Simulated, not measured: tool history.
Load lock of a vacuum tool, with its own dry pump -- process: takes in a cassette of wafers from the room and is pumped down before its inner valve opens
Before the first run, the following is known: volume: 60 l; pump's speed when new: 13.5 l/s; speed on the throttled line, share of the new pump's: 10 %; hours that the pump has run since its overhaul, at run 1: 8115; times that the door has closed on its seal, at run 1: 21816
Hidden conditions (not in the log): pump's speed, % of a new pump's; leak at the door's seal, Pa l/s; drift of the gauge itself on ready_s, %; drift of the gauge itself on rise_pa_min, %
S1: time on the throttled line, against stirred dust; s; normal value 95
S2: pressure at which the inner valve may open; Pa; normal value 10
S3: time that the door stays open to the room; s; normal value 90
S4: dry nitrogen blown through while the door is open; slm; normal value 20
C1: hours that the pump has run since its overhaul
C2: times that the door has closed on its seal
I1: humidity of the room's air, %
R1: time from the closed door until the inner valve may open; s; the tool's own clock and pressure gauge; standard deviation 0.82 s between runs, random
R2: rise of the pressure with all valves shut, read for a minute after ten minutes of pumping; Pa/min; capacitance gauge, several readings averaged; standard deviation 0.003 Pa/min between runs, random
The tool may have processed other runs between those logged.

{"run": 1, "hour": 0.0, "S1": 95, "S2": 10, "S3": 90, "S4": 20, "C1": 8115, "C2": 21816, "I1": 48.9, "R1": 133.2, "R2": 0.261}
{"run": 2, "hour": 191.7, "S1": 95, "S2": 17, "S3": 90, "S4": 20, "C1": 8307, "C2": 22406, "I1": 43.5, "R1": 130.3, "R2": 0.272}
{"run": 3, "hour": 372.9, "S1": 95, "S2": 17, "S3": 90, "S4": 20, "C1": 8488, "C2": 22963, "I1": 43.5, "R1": 130.8, "R2": 0.285}
{"run": 4, "hour": 502.5, "S1": 95, "S2": 17, "S3": 90, "S4": 20, "C1": 8618, "C2": 23362, "I1": 45.7, "R1": 130.7, "R2": 0.29}
{"run": 5, "hour": 624.8, "S1": 95, "S2": 17, "S3": 111, "S4": 20, "C1": 8740, "C2": 23739, "I1": 44.5, "R1": 130.7, "R2": 0.299}
{"run": 6, "hour": 731.2, "S1": 95, "S2": 17, "S3": 111, "S4": 20, "C1": 8846, "C2": 24067, "I1": 44.7, "R1": 130.6, "R2": 0.3}
{"run": 7, "hour": 847.8, "S1": 69, "S2": 10, "S3": 90, "S4": 20, "C1": 8963, "C2": 24426, "I1": 44.4, "R1": 110.5, "R2": 0.308}
{"run": 8, "hour": 991.3, "S1": 95, "S2": 10, "S3": 90, "S4": 20, "C1": 9106, "C2": 24867, "I1": 44.0, "R1": 134.5, "R2": 0.305}
{"run": 9, "hour": 1076.8, "S1": 76, "S2": 10, "S3": 169, "S4": 23, "C1": 9192, "C2": 25131, "I1": 43.8, "R1": 116.9, "R2": 0.327}
{"run": 10, "hour": 1237.7, "S1": 76, "S2": 10, "S3": 169, "S4": 23, "C1": 9353, "C2": 25626, "I1": 45.5, "R1": 118.4, "R2": 0.332}
{"run": 11, "hour": 1372.9, "S1": 52, "S2": 10, "S3": 52, "S4": 20, "C1": 9488, "C2": 26042, "I1": 46.2, "R1": 94.2, "R2": 0.318}
{"run": 12, "hour": 1466.4, "S1": 111, "S2": 10, "S3": 58, "S4": 42, "C1": 9581, "C2": 26330, "I1": 43.4, "R1": 147.8, "R2": 0.32}
{"run": 13, "hour": 1643.1, "S1": 95, "S2": 18, "S3": 112, "S4": 11, "C1": 9758, "C2": 26874, "I1": 44.9, "R1": 130.5, "R2": 0.362}
{"run": 14, "hour": 1830.9, "S1": 71, "S2": 18, "S3": 121, "S4": 20, "C1": 9946, "C2": 27452, "I1": 48.3, "R1": 110.3, "R2": 0.351}
{"run": 15, "hour": 2030.2, "S1": 93, "S2": 19, "S3": 36, "S4": 9, "C1": 10145, "C2": 28066, "I1": 44.3, "R1": 129.4, "R2": 0.361}
{"run": 16, "hour": 2159.0, "S1": 93, "S2": 19, "S3": 36, "S4": 9, "C1": 10274, "C2": 28463, "I1": 43.7, "R1": 129.2, "R2": 0.357}

Here are 3 independent what-if runs from the current tool condition. What would each one return?
{"run": "A", "hour": 2298.3, "S1": 93, "S2": 8, "S3": 36, "S4": 11, "C1": 10413, "C2": 28892, "I1": 42.1, "R1": "?", "R2": "?"}
{"run": "B", "hour": 2298.3, "S1": 96, "S2": 19, "S3": 36, "S4": 9, "C1": 10413, "C2": 28892, "I1": 45.2, "R1": "?", "R2": "?"}
{"run": "C", "hour": 2298.3, "S1": 95, "S2": 13, "S3": 90, "S4": 22, "C1": 10413, "C2": 28892, "I1": 45.5, "R1": "?", "R2": "?"}

run=A R1=133.0 R2=0.381
run=B R1=132.1 R2=0.381
run=C R1=134.1 R2=0.374
Without the tool's unlogged condition, the same runs would have read:
run=A R1=124.5 R2=0.035
run=B R1=124.7 R2=0.037
run=C R1=126.1 R2=0.032
